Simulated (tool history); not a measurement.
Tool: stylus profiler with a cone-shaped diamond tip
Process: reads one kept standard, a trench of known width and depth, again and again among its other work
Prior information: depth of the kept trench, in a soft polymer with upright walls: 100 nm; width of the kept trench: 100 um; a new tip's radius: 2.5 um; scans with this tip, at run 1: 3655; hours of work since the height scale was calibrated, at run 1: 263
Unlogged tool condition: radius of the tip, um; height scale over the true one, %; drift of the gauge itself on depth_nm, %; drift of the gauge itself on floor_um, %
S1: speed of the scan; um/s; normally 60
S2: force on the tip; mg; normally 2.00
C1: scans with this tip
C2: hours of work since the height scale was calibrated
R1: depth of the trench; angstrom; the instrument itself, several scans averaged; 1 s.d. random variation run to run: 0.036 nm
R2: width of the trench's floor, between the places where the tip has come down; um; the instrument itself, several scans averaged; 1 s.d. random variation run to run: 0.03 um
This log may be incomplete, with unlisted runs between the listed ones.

run,day,S1,S2,C1,C2,R1,R2
1,0.000,60,2.00,3655,263,1013.6,98.22
2,1.579,42,2.00,4067,293,1014.1,98.28
3,3.429,60,4.97,4549,327,1025.1,98.19
4,5.842,60,3.95,5177,373,1021.2,98.17
# day 6.004: height scale calibrated on a step standard
5,7.525,60,1.29,5611,29,1010.3,98.07
6,10.117,60,2.90,6285,77,1017.6,98.16
7,11.858,99,3.47,6739,110,1020.0,98.03
8,14.083,22,4.54,7319,151,1023.9,98.03
9,15.450,28,0.93,7675,177,1008.5,98.06
10,16.862,28,0.93,8044,204,1009.1,98.04
# day 18.471: new tip fitted, height scale calibrated
# day 18.871: height scale calibrated on a step standard, once more
11,19.717,16,3.09,319,16,1018.5,98.53

Alternative continuations, all from the tool just after run 11; predict every row:
A,21.254,16,1.04,719,45,?,?
B,21.254,16,2.97,719,45,?,?
C,21.254,75,2.00,719,45,?,?

run,R1,R2
A,1009.0,98.47
B,1018.3,98.51
C,1013.7,98.34
Without the tool's unlogged condition, the same runs would have read:
run,R1,R2
A,1008.5,98.54
B,1017.8,98.59
C,1013.2,98.42
